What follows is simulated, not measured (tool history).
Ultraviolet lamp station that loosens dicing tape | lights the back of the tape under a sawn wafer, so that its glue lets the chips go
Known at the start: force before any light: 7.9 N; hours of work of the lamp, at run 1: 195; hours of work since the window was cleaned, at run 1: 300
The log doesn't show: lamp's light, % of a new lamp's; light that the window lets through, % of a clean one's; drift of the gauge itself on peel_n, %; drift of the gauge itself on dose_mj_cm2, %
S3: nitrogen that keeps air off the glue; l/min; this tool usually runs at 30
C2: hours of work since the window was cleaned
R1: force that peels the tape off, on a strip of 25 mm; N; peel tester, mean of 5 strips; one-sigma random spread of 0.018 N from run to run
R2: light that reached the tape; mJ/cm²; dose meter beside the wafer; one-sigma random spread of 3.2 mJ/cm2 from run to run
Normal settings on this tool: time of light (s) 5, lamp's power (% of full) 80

Run 1, hour 0: usual settings; hours of work of the lamp 195; C2 300. Result: R1 1.19 N, R2 406 mJ/cm².
Run 2, hour 17.6: usual settings; hours of work of the lamp 204; C2 309. Result: R1 1.181 N, R2 408 mJ/cm².
Run 3, hour 32.5: usual settings; hours of work of the lamp 211; C2 317. Result: R1 1.242 N, R2 407 mJ/cm².
Run 4, hour 44.7: usual settings; hours of work of the lamp 217; C2 323. Result: R1 1.216 N, R2 402 mJ/cm².
Run 5, hour 60.2: usual settings but lamp's power (% of full) 87; hours of work of the lamp 225; C2 330. Result: R1 1.037 N, R2 442 mJ/cm².
Run 6, hour 78.4: usual settings but lamp's power (% of full) 87; hours of work of the lamp 234; C2 339. Result: R1 1.061 N, R2 435 mJ/cm².
Run 7, hour 86.4: usual settings; hours of work of the lamp 238; C2 343. Result: R1 1.217 N, R2 399 mJ/cm².
Run 8, hour 100.2: usual settings; hours of work of the lamp 245; C2 350. Result: R1 1.239 N, R2 403 mJ/cm².
Run 9, hour 119.8: usual settings but lamp's power (% of full) 71, S3 20 l/min; hours of work of the lamp 255; C2 360. Result: R1 1.929 N, R2 352 mJ/cm².
Run 10, hour 135.4: usual settings but lamp's power (% of full) 60, S3 20 l/min; hours of work of the lamp 262; C2 368. Result: R1 2.449 N, R2 299 mJ/cm².
Run 11, hour 151.6: usual settings but S3 14 l/min; hours of work of the lamp 270; C2 376. Result: R1 2.078 N, R2 392 mJ/cm².
Run 12, hour 166.1: usual settings but time of light (s) 9, lamp's power (% of full) 70, S3 10 l/min; hours of work of the lamp 278; C2 383. Result: R1 1.357 N, R2 611 mJ/cm².
Run 13, hour 175.9: usual settings but lamp's power (% of full) 81, S3 15 l/min; hours of work of the lamp 283; C2 388. Result: R1 1.986 N, R2 397 mJ/cm².
Run 14, hour 193.4: usual settings but lamp's power (% of full) 81, S3 15 l/min; hours of work of the lamp 291; C2 397. Result: R1 1.979 N, R2 393 mJ/cm².
Run 15, hour 212.1: usual settings but time of light (s) 4, lamp's power (% of full) 95, S3 28 l/min; hours of work of the lamp 301; C2 406. Result: R1 1.503 N, R2 366 mJ/cm².
Run 16, hour 221.5: usual settings but time of light (s) 3, S3 48 l/min; hours of work of the lamp 305; C2 411. Result: R1 2.087 N, R2 231 mJ/cm².

4 ways to go on from here, each from the tool as it stands after run 16. What would each give?
Run A, hour 233.6: usual settings but time of light (s) 3, lamp's power (% of full) 69; hours of work of the lamp 311; C2 417. Result: R1 ?, R2 ?.
Run B, hour 233.6: usual settings but time of light (s) 3, lamp's power (% of full) 72, S3 35 l/min; hours of work of the lamp 311; C2 417. Result: R1 ?, R2 ?.
Run C, hour 233.6: usual settings but time of light (s) 3, lamp's power (% of full) 85, S3 48 l/min; hours of work of the lamp 311; C2 417. Result: R1 ?, R2 ?.
Run D, hour 233.6: usual settings but time of light (s) 3, lamp's power (% of full) 95, S3 48 l/min; hours of work of the lamp 311; C2 417. Result: R1 ?, R2 ?.

run     R1   R2
  A  3.011  197
  B  2.776  206
  C   1.94  244
  D  1.622  272
The same runs, with their run-to-run variation unchanged, on a tool lacking any hidden condition would have given:
run     R1   R2
  A  2.335  251
  B  2.097  263
  C  1.357  311
  D  1.099  347
